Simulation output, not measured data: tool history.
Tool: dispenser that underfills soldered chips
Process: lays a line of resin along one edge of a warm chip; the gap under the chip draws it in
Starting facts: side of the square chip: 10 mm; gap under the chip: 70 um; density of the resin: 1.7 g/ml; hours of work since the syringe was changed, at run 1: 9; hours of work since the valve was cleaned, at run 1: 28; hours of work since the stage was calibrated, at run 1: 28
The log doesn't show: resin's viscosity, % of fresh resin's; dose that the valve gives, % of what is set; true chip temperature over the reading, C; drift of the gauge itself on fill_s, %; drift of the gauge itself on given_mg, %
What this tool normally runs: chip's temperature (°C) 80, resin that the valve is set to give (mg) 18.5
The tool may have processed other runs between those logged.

| run | hour | chip's temperature (°C) | resin that the valve is set to give (mg) | hours of work since the syringe was changed | hours of work since the valve was cleaned | hours of work since the stage was calibrated | time until the resin shows at the far edge (s) | resin that the valve gave (mg) |
|---|---|---|---|---|---|---|---|---|
| 1 | 0 | 80 | 18.5 | 9 | 28 | 28 | 145.3 | 18.07 |
|  | 1.5 | new syringe of resin |
| 2 | 6.4 | 80 | 18.5 | 4 | 32 | 32 | 109.7 | 18.13 |
| 3 | 9.5 | 80 | 18.5 | 6 | 35 | 35 | 122.4 | 17.99 |
|  | 14.9 | new syringe of resin |
| 4 | 17 | 80 | 18.5 | 2 | 40 | 40 | 101.5 | 17.81 |
| 5 | 22.7 | 80 | 18.5 | 6 | 44 | 44 | 125.8 | 17.88 |
| 6 | 25.7 | 80 | 22 | 8 | 46 | 46 | 136 | 21.22 |
|  | 28.2 | new syringe of resin |
| 7 | 29.8 | 80 | 22 | 1 | 49 | 49 | 97.6 | 20.99 |
| 8 | 33.6 | 91 | 19.9 | 4 | 52 | 52 | 71.1 | 18.92 |
| 9 | 39.6 | 91 | 21.7 | 8 | 56 | 56 | 86.9 | 21 |
|  | 41.7 | new syringe of resin |
| 10 | 43.4 | 91 | 21.7 | 1 | 59 | 59 | 60.1 | 20.48 |
| 11 | 50.5 | 69 | 15.8 | 6 | 64 | 64 | 215.6 | 14.89 |
| 12 | 54.3 | 84 | 16.1 | 9 | 67 | 67 | 126.5 | 15.44 |
|  | 55.4 | new syringe of resin |
| 13 | 59.7 | 87 | 17.9 | 3 | 71 | 71 | 81.1 | 16.91 |
| 14 | 64.4 | 86 | 18.1 | 7 | 74 | 74 | 97.5 | 17.14 |

Take each entry between the runs: how does the hidden state at the last listed run before it differ from the hidden state at the first listed run after it?
Runs 1 to 2: new syringe of resin (hour 1.5)
  resin's viscosity, % of fresh resin's: 158.9 -> 118.8; dose that the valve gives, % of what is set: 97.76 -> 97.41; true chip temperature over the reading, C: -0.01 -> 0.02
  what was measured, less what the result would be without the hidden state, time until the resin shows at the far edge (s): +54.2 -> +17.6; resin that the valve gave (mg): -0.41 -> -0.48
Runs 3 to 4: new syringe of resin (hour 14.9)
  resin's viscosity, % of fresh resin's: 133.5 -> 109; dose that the valve gives, % of what is set: 97.23 -> 96.82; true chip temperature over the reading, C: 0.03 -> 0.06
  what was measured, less what the result would be without the hidden state, time until the resin shows at the far edge (s): +31 -> +8.6; resin that the valve gave (mg): -0.51 -> -0.59
Runs 6 to 7: new syringe of resin (hour 28.2)
  resin's viscosity, % of fresh resin's: 150.8 -> 108; dose that the valve gives, % of what is set: 96.31 -> 96.1; true chip temperature over the reading, C: 0.1 -> 0.11
  what was measured, less what the result would be without the hidden state, time until the resin shows at the far edge (s): +45.7 -> +7.1; resin that the valve gave (mg): -0.81 -> -0.85
Runs 9 to 10: new syringe of resin (hour 41.7)
  resin's viscosity, % of fresh resin's: 155.2 -> 106; dose that the valve gives, % of what is set: 95.55 -> 95.32; true chip temperature over the reading, C: 0.15 -> 0.17
  what was measured, less what the result would be without the hidden state, time until the resin shows at the far edge (s): +30.8 -> +3.2; resin that the valve gave (mg): -0.97 -> -1.01
Runs 12 to 13: new syringe of resin (hour 55.4)
  resin's viscosity, % of fresh resin's: 158.6 -> 116.6; dose that the valve gives, % of what is set: 94.69 -> 94.41; true chip temperature over the reading, C: 0.21 -> 0.23
  what was measured, less what the result would be without the hidden state, time until the resin shows at the far edge (s): +47.3 -> +11.5; resin that the valve gave (mg): -0.86 -> -1

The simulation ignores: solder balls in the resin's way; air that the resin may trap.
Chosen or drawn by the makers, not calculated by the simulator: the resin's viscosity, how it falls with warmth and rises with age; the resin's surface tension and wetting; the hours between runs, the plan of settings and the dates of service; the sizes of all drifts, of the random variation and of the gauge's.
